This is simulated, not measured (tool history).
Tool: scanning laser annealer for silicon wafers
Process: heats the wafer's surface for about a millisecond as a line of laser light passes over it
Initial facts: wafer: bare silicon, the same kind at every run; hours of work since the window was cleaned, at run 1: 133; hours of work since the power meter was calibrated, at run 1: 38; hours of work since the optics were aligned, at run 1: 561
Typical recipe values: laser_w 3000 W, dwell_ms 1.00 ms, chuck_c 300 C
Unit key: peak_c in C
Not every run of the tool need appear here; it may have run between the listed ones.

| run | hour | laser_w | dwell_ms | chuck_c | hours of work since the window was cleaned | hours of work since the power meter was calibrated | hours of work since the optics were aligned | peak_c |
|---|---|---|---|---|---|---|---|---|
| 1 | 0.0 | 3000 | 1.00 | 300 | 133 | 38 | 561 | 1079 |
| 2 | 6.6 | 3000 | 0.74 | 300 | 136 | 42 | 564 | 976 |
| 3 | 16.6 | 3000 | 1.00 | 288 | 141 | 47 | 569 | 1063 |
| 4 | 30.5 | 3000 | 1.00 | 288 | 148 | 54 | 576 | 1064 |
| 5 | 43.2 | 3000 | 1.00 | 288 | 154 | 60 | 582 | 1062 |
| 6 | 52.9 | 3000 | 1.00 | 288 | 159 | 65 | 587 | 1065 |
| 7 | 63.7 | 3000 | 1.00 | 288 | 164 | 70 | 592 | 1064 |
| 8 | 76.9 | 3000 | 1.00 | 300 | 171 | 76 | 599 | 1078 |
| 9 | 84.8 | 3000 | 1.00 | 300 | 174 | 80 | 603 | 1076 |
| 10 | 91.3 | 3000 | 1.00 | 300 | 178 | 83 | 606 | 1076 |
| 11 | 104.5 | 3000 | 1.00 | 300 | 184 | 90 | 612 | 1071 |
| 12 | 115.1 | 3000 | 1.00 | 279 | 189 | 95 | 618 | 1049 |
| 13 | 124.3 | 3000 | 1.00 | 279 | 194 | 100 | 622 | 1051 |
| 14 | 137.6 | 3000 | 1.00 | 317 | 200 | 106 | 629 | 1087 |
| 15 | 149.0 | 3000 | 1.00 | 317 | 206 | 112 | 634 | 1088 |
| 16 | 158.6 | 3000 | 0.75 | 300 | 211 | 117 | 639 | 972 |
| 17 | 168.2 | 3000 | 0.73 | 300 | 216 | 121 | 644 | 961 |
| 18 | 183.1 | 3000 | 0.73 | 300 | 223 | 129 | 651 | 960 |
| 19 | 191.0 | 3019 | 0.93 | 277 | 227 | 132 | 655 | 1023 |

The next listed run, before its measurement:
| 20 | 202.1 | 3019 | 0.73 | 303 | 232 | 138 | 660 | ? |

peak_c: 973 C
If the tool had no hidden condition, the same run with the same run-to-run variation would have returned peak_c 1005 C.
